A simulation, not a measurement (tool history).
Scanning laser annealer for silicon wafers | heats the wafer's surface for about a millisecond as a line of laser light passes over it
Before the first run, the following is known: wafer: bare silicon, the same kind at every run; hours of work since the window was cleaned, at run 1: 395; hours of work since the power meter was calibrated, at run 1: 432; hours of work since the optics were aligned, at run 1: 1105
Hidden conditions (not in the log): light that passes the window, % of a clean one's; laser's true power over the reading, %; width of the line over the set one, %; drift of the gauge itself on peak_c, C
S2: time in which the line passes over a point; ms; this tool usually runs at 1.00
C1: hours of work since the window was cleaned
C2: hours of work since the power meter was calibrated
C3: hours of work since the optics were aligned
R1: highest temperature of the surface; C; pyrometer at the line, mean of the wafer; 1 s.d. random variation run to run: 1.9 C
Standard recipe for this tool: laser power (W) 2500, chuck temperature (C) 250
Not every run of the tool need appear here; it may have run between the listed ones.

Run 1, hour 0.0: usual settings; C1 395; C2 432; C3 1105. Result: R1 1071 C.
Run 2, hour 26.6: usual settings; C1 407; C2 443; C3 1116. Result: R1 1068 C.
Run 3, hour 47.9: usual settings but laser power (W) 2201; C1 416; C2 452; C3 1125. Result: R1 960 C.
Run 4, hour 63.9: usual settings but laser power (W) 2201; C1 423; C2 459; C3 1132. Result: R1 959 C.
Run 5, hour 85.1: usual settings but laser power (W) 2201; C1 432; C2 468; C3 1141. Result: R1 956 C.
Run 6, hour 111.4: usual settings but laser power (W) 2695; C1 443; C2 480; C3 1152. Result: R1 1138 C.
Run 7, hour 136.3: usual settings; C1 454; C2 490; C3 1163. Result: R1 1065 C.
Run 8, hour 157.5: usual settings; C1 463; C2 499; C3 1172. Result: R1 1067 C.
Run 9, hour 186.4: usual settings; C1 475; C2 512; C3 1184. Result: R1 1065 C.
Run 10, hour 207.9: usual settings; C1 484; C2 521; C3 1194. Result: R1 1064 C.
Run 11, hour 233.1: usual settings but laser power (W) 2571; C1 495; C2 532; C3 1204. Result: R1 1093 C.
Run 12, hour 247.0: usual settings but laser power (W) 2571; C1 501; C2 538; C3 1210. Result: R1 1091 C.
At hour 253.8: optics aligned, line set to its width.
Run 13, hour 269.5: usual settings but laser power (W) 2470; C1 509; C2 545; C3 7. Result: R1 1050 C.
Run 14, hour 296.9: usual settings but laser power (W) 2470; C1 520; C2 557; C3 18. Result: R1 1050 C.
Run 15, hour 321.3: usual settings; C1 531; C2 567; C3 29. Result: R1 1059 C.
Run 16, hour 351.2: usual settings; C1 543; C2 580; C3 42. Result: R1 1059 C.
Run 17, hour 364.5: usual settings; C1 549; C2 586; C3 47. Result: R1 1058 C.
Run 18, hour 387.4: usual settings; C1 559; C2 596; C3 57. Result: R1 1060 C.
At hour 397.8: optics aligned, line set to its width, once more.
Run 19, hour 422.8: usual settings; C1 572; C2 609; C3 11. Result: R1 1079 C.
Run 20, hour 436.5: usual settings; C1 578; C2 615; C3 17. Result: R1 1077 C.
Run 21, hour 469.0: usual settings but laser power (W) 2592, S2 0.92 ms, chuck temperature (C) 252; C1 592; C2 628; C3 30. Result: R1 1076 C.
Run 22, hour 484.4: usual settings but laser power (W) 2592, S2 0.92 ms, chuck temperature (C) 252; C1 598; C2 635; C3 37. Result: R1 1074 C.
Run 23, hour 507.6: usual settings but laser power (W) 2156, S2 0.95 ms, chuck temperature (C) 270; C1 608; C2 645; C3 47. Result: R1 950 C.
Run 24, hour 537.3: usual settings but laser power (W) 2156, S2 0.95 ms, chuck temperature (C) 270; C1 621; C2 658; C3 60. Result: R1 950 C.
Run 25, hour 554.7: usual settings but laser power (W) 2405, S2 0.98 ms, chuck temperature (C) 270; C1 628; C2 665; C3 67. Result: R1 1050 C.
Run 26, hour 582.7: usual settings but laser power (W) 2405, S2 0.98 ms, chuck temperature (C) 270; C1 640; C2 677; C3 79. Result: R1 1047 C.
At hour 609.4: window over the wafer cleaned.
Run 27, hour 613.1: usual settings but laser power (W) 2673, S2 0.98 ms, chuck temperature (C) 268; C1 2; C2 689; C3 91. Result: R1 1170 C.
Run 28, hour 635.0: usual settings but S2 1.10 ms, chuck temperature (C) 217; C1 11; C2 699; C3 101. Result: R1 1107 C.
Run 29, hour 667.0: usual settings but laser power (W) 2449, S2 1.16 ms, chuck temperature (C) 259; C1 25; C2 712; C3 114. Result: R1 1153 C.
Run 30, hour 693.5: usual settings but laser power (W) 2499, S2 0.84 ms, chuck temperature (C) 259; C1 36; C2 724; C3 126. Result: R1 1030 C.
Run 31, hour 725.0: usual settings but laser power (W) 2480, S2 1.07 ms, chuck temperature (C) 278; C1 49; C2 737; C3 139. Result: R1 1144 C.
Run 32, hour 753.6: usual settings but laser power (W) 2480, S2 1.07 ms, chuck temperature (C) 278; C1 62; C2 749; C3 151. Result: R1 1148 C.
Run 33, hour 784.8: usual settings but laser power (W) 2641, S2 0.81 ms, chuck temperature (C) 219; C1 75; C2 763; C3 165. Result: R1 1021 C.
Run 34, hour 816.6: usual settings but laser power (W) 2247, S2 0.81 ms, chuck temperature (C) 261; C1 89; C2 776; C3 178. Result: R1 929 C.
Run 35, hour 840.3: usual settings but laser power (W) 2722, S2 0.89 ms, chuck temperature (C) 216; C1 99; C2 787; C3 189. Result: R1 1091 C.
Run 36, hour 858.3: usual settings but laser power (W) 2722, S2 1.09 ms, chuck temperature (C) 216; C1 107; C2 794; C3 196. Result: R1 1186 C.
Run 37, hour 888.5: usual settings but laser power (W) 2477, S2 1.09 ms, chuck temperature (C) 244; C1 120; C2 807; C3 209. Result: R1 1117 C.
Run 38, hour 905.2: usual settings but laser power (W) 2477, S2 1.09 ms, chuck temperature (C) 244; C1 127; C2 814; C3 216. Result: R1 1117 C.
Run 39, hour 925.7: usual settings but chuck temperature (C) 235; C1 135; C2 823; C3 225. Result: R1 1074 C.
Run 40, hour 953.5: usual settings but laser power (W) 2324, S2 0.79 ms, chuck temperature (C) 229; C1 147; C2 835; C3 237. Result: R1 911 C.

Alternative continuations, all from the tool just after run 40; predict every row:
Run A, hour 978.3: usual settings but laser power (W) 2324, S2 1.21 ms, chuck temperature (C) 280; C1 158; C2 846; C3 248. Result: R1 ?.
Run B, hour 978.3: usual settings but S2 1.08 ms, chuck temperature (C) 228; C1 158; C2 846; C3 248. Result: R1 ?.
Run C, hour 978.3: usual settings but laser power (W) 2297, S2 0.95 ms, chuck temperature (C) 229; C1 158; C2 846; C3 248. Result: R1 ?.
Run D, hour 978.3: usual settings but laser power (W) 2468, S2 0.77 ms, chuck temperature (C) 223; C1 158; C2 846; C3 248. Result: R1 ?.
Run E, hour 978.3: usual settings but laser power (W) 2186, S2 0.71 ms, chuck temperature (C) 237; C1 158; C2 846; C3 248. Result: R1 ?.

run    R1
  A  1136
  B  1105
  C   971
  D   944
  E   841
With the hidden condition removed and each run's random variation left untouched, the same runs would have given:
run    R1
  A  1141
  B  1110
  C   976
  D   949
  E   844
